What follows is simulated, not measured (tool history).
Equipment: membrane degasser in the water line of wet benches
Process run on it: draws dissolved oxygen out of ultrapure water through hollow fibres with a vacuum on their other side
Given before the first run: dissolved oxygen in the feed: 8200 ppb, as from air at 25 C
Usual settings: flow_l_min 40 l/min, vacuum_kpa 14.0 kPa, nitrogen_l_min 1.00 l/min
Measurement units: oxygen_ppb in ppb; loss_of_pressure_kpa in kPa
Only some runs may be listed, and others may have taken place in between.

run	hour	flow_l_min	vacuum_kpa	nitrogen_l_min	oxygen_ppb	loss_of_pressure_kpa
1	0.0	40	14.0	1.00	811.4	54.59
2	107.4	40	14.0	1.00	801.1	54.20
3	214.4	40	14.0	1.00	801.5	53.82
4	319.0	40	14.0	1.00	807.0	53.64
5	398.6	40	14.0	1.00	798.6	53.67
6	513.4	40	14.0	1.00	818.2	54.30
7	585.8	40	14.0	1.00	816.5	53.68
8	666.1	40	14.0	1.00	810.7	53.80
9	725.7	40	14.0	1.00	813.1	53.90
# hour 775.1: seals of the vacuum lines changed
10	786.3	40	14.0	1.24	686.2	53.47
11	904.9	40	14.0	1.00	819.6	53.76
12	992.8	40	14.0	1.00	812.4	53.05
13	1066.9	40	16.6	1.00	985.5	53.45
14	1133.2	40	14.0	1.37	635.2	53.06
15	1226.4	40	14.0	1.00	808.5	53.66
16	1314.0	40	14.0	1.00	818.5	53.27
17	1386.8	59	15.9	1.00	1243.6	77.84
18	1477.2	59	10.5	1.00	764.6	78.04
19	1547.4	40	14.0	1.64	554.9	53.24
20	1623.3	50	15.3	1.87	663.6	66.48
21	1712.3	29	14.5	1.30	526.8	38.33
22	1804.3	25	16.9	0.99	704.6	33.16
23	1888.6	25	11.0	0.56	642.9	32.73
# hour 1980.6: gauge calibrated
24	2002.5	25	11.0	0.56	648.0	33.90
25	2062.6	25	11.0	0.56	638.7	33.48
26	2173.5	31	22.4	2.69	492.4	42.03
27	2246.4	26	10.3	0.43	736.4	34.95
28	2304.6	26	10.3	0.43	726.4	34.87
29	2420.6	26	10.7	1.78	249.5	35.04
30	2541.4	26	10.7	1.78	246.7	35.15
31	2614.7	30	10.7	2.40	212.4	40.04
# hour 2622.6: vacuum gauge calibrated
32	2672.9	38	16.8	2.87	405.3	50.80

The logged runs with the hidden state left out (each run's random variation unchanged):
The hidden state here: membrane still open, %; true pressure behind the membrane over the reading, kPa; air that leaks in behind the membrane, l/min; drift of the gauge itself on oxygen_ppb, %; drift of the gauge itself on loss_of_pressure_kpa, %.
run	loss_of_pressure_kpa
1	54.59
2	54.28
3	53.98
4	53.89
5	53.97
6	54.70
7	54.13
8	54.32
9	54.46
10	54.08
11	54.46
12	53.82
13	54.28
14	53.94
15	54.62
16	54.30
17	79.43
18	79.74
19	54.45
20	68.07
21	39.29
22	34.04
23	33.65
24	33.90
25	33.51
26	42.13
27	35.07
28	35.03
29	35.26
30	35.42
31	40.40
32	51.30
oxygen_ppb: within 0.9 ppb of the measured result in every run.
